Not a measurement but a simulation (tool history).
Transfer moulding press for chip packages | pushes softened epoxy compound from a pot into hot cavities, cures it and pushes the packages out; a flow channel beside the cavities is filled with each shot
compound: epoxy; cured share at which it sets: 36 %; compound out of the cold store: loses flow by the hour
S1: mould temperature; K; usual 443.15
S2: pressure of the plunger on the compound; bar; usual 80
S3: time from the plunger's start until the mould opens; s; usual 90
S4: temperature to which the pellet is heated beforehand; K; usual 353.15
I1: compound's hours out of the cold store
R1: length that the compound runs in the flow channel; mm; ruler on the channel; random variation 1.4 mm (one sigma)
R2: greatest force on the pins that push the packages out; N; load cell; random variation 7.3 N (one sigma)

run    day      S1    S2   S3      S4    I1   R1    R2
  1      0  443.15    80   90  353.15  22.9  529   533
  2  0.425  443.15    80   90  353.15  10.5  562   582
  3   0.85  443.15    80   90  353.15  17.4  541   569
  4  1.046  443.15    80   90  353.15  33.2  499   552
       1.3  -- cavities cleaned with cleaning compound and waxed
  5  1.329  443.15    80   90  353.15  16.3  544   343
  6  1.571  443.15    80   90  353.15  20.4  530   358
  7  1.967  441.15    80   90  353.15  31.3  505   437
  8  2.175  441.15    80   90  353.15    39  484   460
  9  2.571  441.15    80   90  353.15  14.4  545   525
 10  2.829  441.15    80   90  353.15  30.5  504   519
 11  3.212  437.15  96.3   72  343.15  44.1  524  1072
 12  3.638  444.15  63.2   77  360.15    10  491   714
 13  3.838  445.15  63.2  125  360.15  42.3  420   337
 14  4.021  445.15  63.2  125  360.15  32.7  438   340
 15  4.308  443.15    80  118  353.15  18.6  530   381
 16  4.525  443.15    99   98  356.15  33.2  548   447
 17  4.829  442.15  70.3   98  348.15  32.6  464   448
     5.138  -- cavities cleaned with cleaning compound and waxed
 18  5.283  442.15  70.3   98  348.15  24.7  483   313
 19  5.538  443.15  81.7   90  348.15  47.8  460   351

3 ways to go on from here, each from the tool as it stands after run 19. What would each give?
  A  5.904  445.15  70.1  90  353.15  20.3   ?   ?
  B  5.904  440.15  81.7  90  360.15  16.3   ?   ?
  C  5.904  438.15  81.7  90  352.15  44.3   ?   ?

run   R1   R2
  A  487  367
  B  542  496
  C  473  527
Without the tool's hidden state the same runs would have given:
run   R1   R2
  A  498  287
  B  555  382
  C  484  407
